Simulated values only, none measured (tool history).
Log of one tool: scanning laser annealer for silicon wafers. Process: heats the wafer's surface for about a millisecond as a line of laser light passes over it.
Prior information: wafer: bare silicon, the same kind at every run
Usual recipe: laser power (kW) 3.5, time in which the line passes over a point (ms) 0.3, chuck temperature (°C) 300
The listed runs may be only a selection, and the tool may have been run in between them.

run	hour	laser power (kW)	time in which the line passes over a point (ms)	chuck temperature (°C)	highest temperature of the surface (°C)
1	0	3.5	0.3	300	1043
2	37	3.5	0.3	300	1044
3	52.8	3.5	0.3	300	1039
4	78.4	3.5	0.3	300	1041
5	105.3	3.5	0.3	300	1038
6	141.6	3.5	0.3	267	1008
7	173	3.389	0.3	300	1010
# hour 177.6: window over the wafer cleaned
8	210.2	3.389	0.3	300	1021

Predict the results of run 9:
9	241.3	3.5	0.348	300	?

highest temperature of the surface (°C): 1110
Without the tool's hidden state the same run would have given highest temperature of the surface (°C) 1130.
